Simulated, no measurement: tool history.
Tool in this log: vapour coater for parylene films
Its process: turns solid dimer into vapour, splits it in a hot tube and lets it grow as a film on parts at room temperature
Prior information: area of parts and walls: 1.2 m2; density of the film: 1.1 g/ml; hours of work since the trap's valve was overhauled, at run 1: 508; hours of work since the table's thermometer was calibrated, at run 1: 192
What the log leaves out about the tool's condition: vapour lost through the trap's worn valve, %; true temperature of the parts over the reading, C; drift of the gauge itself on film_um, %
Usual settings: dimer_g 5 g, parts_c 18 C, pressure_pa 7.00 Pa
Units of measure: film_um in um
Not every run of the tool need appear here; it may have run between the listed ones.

run   hour  dimer_g  parts_c  pressure_pa  hours of work since the trap's valve was overhauled  hours of work since the table's thermometer was calibrated  film_um
  1    0.0        5       18         7.00                                                  508                                                         192     2.21
       6.8  -- trap's valve overhauled
  2   26.7        5       16         7.00                                                   13                                                         207     2.70
  3   57.7        5       16         7.00                                                   33                                                         227     2.71
  4   83.6        5       18         7.00                                                   50                                                         243     2.54
  5  112.8        5       18         7.00                                                   69                                                         262     2.51
  6  138.7        5       18         7.00                                                   85                                                         279     2.46
  7  169.1        5       18         7.00                                                  105                                                         299     2.46
  8  185.2        5       18         5.32                                                  115                                                         309     2.59
  9  207.8        5       18         7.23                                                  130                                                         324     2.46
 10  234.6        5       13         7.00                                                  147                                                         341     2.85
 11  254.7        3       18         7.00                                                  160                                                         354     1.50
 12  274.3        2       18         7.00                                                  173                                                         367     0.97
 13  290.6        5       18         7.00                                                  183                                                         377     2.44
 14  311.8        5       18         7.00                                                  197                                                         391     2.44
 15  331.4        5       18         7.00                                                  210                                                         404     2.45
 16  349.7        5       18         7.00                                                  222                                                         415     2.41
 17  369.3        5       18         7.00                                                  234                                                         428     2.46
 18  386.7        6       18         7.00                                                  245                                                         439     2.86
 19  411.1        5       18         7.00                                                  261                                                         455     2.35
 20  423.7        5       18         7.00                                                  269                                                         463     2.36
 21  451.0        5       16         2.37                                                  287                                                         481     2.89
 22  466.9        5       17         3.13                                                  297                                                         491     2.69
 23  494.1        5       17         3.13                                                  315                                                         509     2.69
 24  523.8        5       19         2.55                                                  334                                                         528     2.58
 25  537.5        5       15        10.38                                                  343                                                         537     2.37
 26  565.1        5       15        10.38                                                  361                                                         555     2.34
 27  595.3        5       13         4.60                                                  380                                                         574     2.79
 28  609.0        5       17         4.46                                                  389                                                         583     2.47
 29  622.7        5       12         7.00                                                  398                                                         592     2.70
 30  649.0        7       22         5.05                                                  415                                                         609     3.01
 31  667.5        7       22         5.05                                                  427                                                         621     2.92
 32  696.8        7       22         5.05                                                  446                                                         640     2.96
 33  716.1        6       13         2.47                                                  458                                                         652     3.57
 34  745.8        5       18         4.45                                                  478                                                         672     2.34
 35  767.7        6       21         2.56                                                  492                                                         686     2.81
 36  781.5        7       14         2.66                                                  501                                                         695     3.92
     798.3  -- trap's valve overhauled
 37  808.1        7       14         2.66                                                    6                                                         709     4.55
 38  821.4        7       14         2.66                                                   15                                                         718     4.53
 39  834.4        5       11         4.87                                                   23                                                         726     3.22

Branching from run 39: 4 alternative next runs. What would each branch give?
  A  854.0        4       18         7.00                                                   36                                                         739        ?
  B  854.0        6       17         4.22                                                   36                                                         739        ?
  C  854.0        5       11         6.19                                                   36                                                         739        ?
  D  854.0        2       18         2.70                                                   36                                                         739        ?

run  film_um
  A     2.03
  B     3.39
  C     3.15
  D     1.15
Without the tool's unlogged condition, the same runs would have read:
run  film_um
  A     2.07
  B     3.46
  C     3.22
  D     1.18
